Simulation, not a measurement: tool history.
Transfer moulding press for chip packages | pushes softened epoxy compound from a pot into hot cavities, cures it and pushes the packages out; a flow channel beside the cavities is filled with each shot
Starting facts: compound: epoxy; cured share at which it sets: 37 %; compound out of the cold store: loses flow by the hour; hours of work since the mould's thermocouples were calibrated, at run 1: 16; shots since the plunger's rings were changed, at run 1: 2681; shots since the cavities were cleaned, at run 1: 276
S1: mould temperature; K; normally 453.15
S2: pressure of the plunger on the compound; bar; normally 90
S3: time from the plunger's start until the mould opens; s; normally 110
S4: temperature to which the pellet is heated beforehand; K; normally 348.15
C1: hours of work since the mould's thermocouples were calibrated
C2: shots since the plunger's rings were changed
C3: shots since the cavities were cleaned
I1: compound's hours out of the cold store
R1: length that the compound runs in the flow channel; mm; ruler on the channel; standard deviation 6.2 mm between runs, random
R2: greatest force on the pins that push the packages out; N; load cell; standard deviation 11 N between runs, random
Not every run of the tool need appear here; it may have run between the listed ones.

run     day      S1     S2   S3      S4   C1    C2   C3    I1   R1    R2
  1       0  453.15     90  110  348.15   16  2681  276  47.2  643   771
  2   1.458  451.15     90  110  348.15   35  3014  609  39.6  656  1052
      3.442  -- cavities cleaned with cleaning compound and waxed
  3   3.767  453.15     90  110  348.15   65  3526   75   8.5  695   690
  4   5.171  453.15     90  110  348.15   84  3845  394    39  635   842
  5   7.221  453.15     90  110  348.15  111  4313  862  36.7  631   966
      8.075  -- cavities cleaned with cleaning compound and waxed
  6   9.088  453.15     90  110  348.15  135  4724  231  11.2  675   832
  7  10.638  453.15     90  110  348.15  156  5077  584  34.2  625   932
     12.762  -- cavities cleaned with cleaning compound and waxed
     13.625  -- plunger's sealing rings changed
  8  13.633  455.15     90  110  348.15  193     2  175   9.6  728   726
  9  16.304  453.15     90  110  348.15  229   610  783  28.3  702   976
     17.488  -- cavities cleaned with cleaning compound and waxed
 10  17.854  453.15     90  110  341.15  249   950   84  33.2  666   684
     18.075  -- mould's thermocouples calibrated
 11  20.329  453.15  106.6  110  348.15   30  1494  628  46.8  717   926
     22.321  -- cavities cleaned with cleaning compound and waxed
 12  22.775  452.15     90  110  348.15   62  2038  104    23  692   762
     25.608  -- mould's thermocouples calibrated, once more
 13  25.892  453.15     90  110  346.15    4  2729  795  35.3  650   934
     27.025  -- cavities cleaned with cleaning compound and waxed
 14  27.604  453.15     90  110  346.15   26  3105  132  44.3  650   673
 15  29.867  453.15     90  110  346.15   56  3621  648  43.3  640   914
     31.646  -- cavities cleaned with cleaning compound and waxed
 16  31.646  450.15     90  110  346.15   79  4013    0  17.2  683   746
 17  34.183  450.15     90  110  346.15  112  4591  578  47.5  610  1109
 18  35.758  453.15   74.9  125  339.15  133  4949  936  16.7  604   744
     36.333  -- cavities cleaned with cleaning compound and waxed
 19  38.183  457.15     90  112  357.15  165  5488  422  38.5  605   651
     39.338  -- plunger's sealing rings changed
 20  39.788  457.15     90  112  357.15  185   103  764  34.7  693   722
     41.079  -- cavities cleaned with cleaning compound and waxed
 21  42.096  448.15   76.5  100  341.15  214   614  231  18.5  673  1490
 22  44.912  448.15   76.5  100  341.15  252  1257  874  42.4  617  1653
     45.625  -- cavities cleaned with cleaning compound and waxed
 23  47.425  448.15   75.1   99  341.15  284  1814  410   9.9  660  1707
 24   49.55  460.15     90  106  348.15  313  2299  895  10.8  708   699
     50.317  -- cavities cleaned with cleaning compound and waxed
 25  51.738  446.15  102.6  149  348.15  341  2783  324  27.9  738   725
 26  54.312  446.15   69.8  107  342.15  375  3371  912  20.6  612  1792
     54.896  -- cavities cleaned with cleaning compound and waxed
 27  56.342  456.15   84.3  114  340.15  401  3818  330  33.6  626   659

A few steps of R1 between consecutive runs. Split each: what settings, incoming material and random variation would produce without the hidden state, and what is left over for the hidden state, along with gauge scatter present in only one of the two compared results (measured, and without hidden state):
What the log doesn't record here: true mould temperature over the reading, C; pressure that reaches the compound, % of what is set; grip of the stained cavities, % over clean ones'; drift of the gauge itself on flow_mm, %; drift of the gauge itself on push_out_n, %.
Run 7 -> 8: S1 453.15 -> 455.15, cavities cleaned with cleaning compound and waxed, plunger's sealing rings changed. R1 +103 mm: hidden state +64, all else +39.
Run 19 -> 20: plunger's sealing rings changed. R1 +88 mm: hidden state +70, all else +18.
Run 25 -> 26: S2 102.6 -> 69.8, S3 149 -> 107, S4 348.15 -> 342.15. R1 -126 mm: hidden state +0, all else -126.

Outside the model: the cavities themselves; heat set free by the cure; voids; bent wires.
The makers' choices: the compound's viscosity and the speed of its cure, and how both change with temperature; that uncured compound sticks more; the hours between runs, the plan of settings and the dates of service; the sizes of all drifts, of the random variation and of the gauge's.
